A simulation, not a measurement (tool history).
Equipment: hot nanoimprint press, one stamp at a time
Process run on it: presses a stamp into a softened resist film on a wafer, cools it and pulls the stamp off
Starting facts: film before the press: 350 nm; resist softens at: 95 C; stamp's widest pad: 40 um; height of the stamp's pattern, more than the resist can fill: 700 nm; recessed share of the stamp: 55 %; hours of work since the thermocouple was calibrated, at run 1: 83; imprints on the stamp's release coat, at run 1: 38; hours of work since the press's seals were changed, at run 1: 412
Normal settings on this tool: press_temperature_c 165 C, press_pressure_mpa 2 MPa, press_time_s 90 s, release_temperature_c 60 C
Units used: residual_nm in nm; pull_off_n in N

run   hour  press_temperature_c  press_pressure_mpa  press_time_s  release_temperature_c  hours of work since the thermocouple was calibrated  imprints on the stamp's release coat  hours of work since the press's seals were changed  residual_nm  pull_off_n
  1      0                  165                   2            90                     60                                                   83                                    38                                                 412        209.9         222
  2     12                  165                   2            90                     60                                                   92                                    77                                                 420        209.7         213
  3   24.5                  175                   2            90                     60                                                  100                                   118                                                 429        164.5         212
  4   35.9                  165                   2            90                     60                                                  108                                   155                                                 436        210.8         215
  5   47.3                  165                   2            90                     60                                                  116                                   192                                                 444          211         221
  6   61.1                  165                   2            46                     60                                                  125                                   236                                                 454        254.5         225
  7   72.7                  165                   2           142                     60                                                  133                                   274                                                 462        182.3         225
  8   79.3                  165                   2            90                     60                                                  138                                   296                                                 466        210.8         225
  9   86.1                  165                   2            90                     60                                                  142                                   318                                                 471        211.6         215
 10    100                  165                   2            90                     60                                                  152                                   363                                                 480        212.7         232
 11  112.4                  165                   2            90                     60                                                  160                                   403                                                 489        211.3         231
 12  120.1                  165                   2            90                     60                                                  165                                   428                                                 494          214         243
 13  131.5                  165                   2            90                     60                                                  173                                   465                                                 502        212.7         243
 14  144.5                  165                   2            90                     60                                                  182                                   507                                                 511        211.5         245
 15  159.2                  165                   2            90                     60                                                  192                                   555                                                 521        212.3         238
 16  171.2                  167                1.47            90                     60                                                  200                                   594                                                 529        226.3         252
 17  179.8                  167                2.83            90                     60                                                  206                                   622                                                 535        179.7         264
 18  194.9                  167                2.07           138                     49                                                  217                                   671                                                 545        172.6         279
 19  205.6                  169                2.62            54                     49                                                  224                                   706                                                 552        209.5         287
 20  216.5                  173                 1.8            63                     49                                                  231                                   741                                                 560        207.7         300

Run 21, settings as shown, results not yet in. Your forecast:
 21   230                  165                3.03            90                     66                                                  241                                   785                                                 569            ?           ?

Logged for run 21: residual_nm 184.3 nm, pull_off_n 241 N.
Were there no unlogged condition in the tool, this run, its random variation unchanged, would have produced residual_nm 175.8 nm, pull_off_n 189 N.
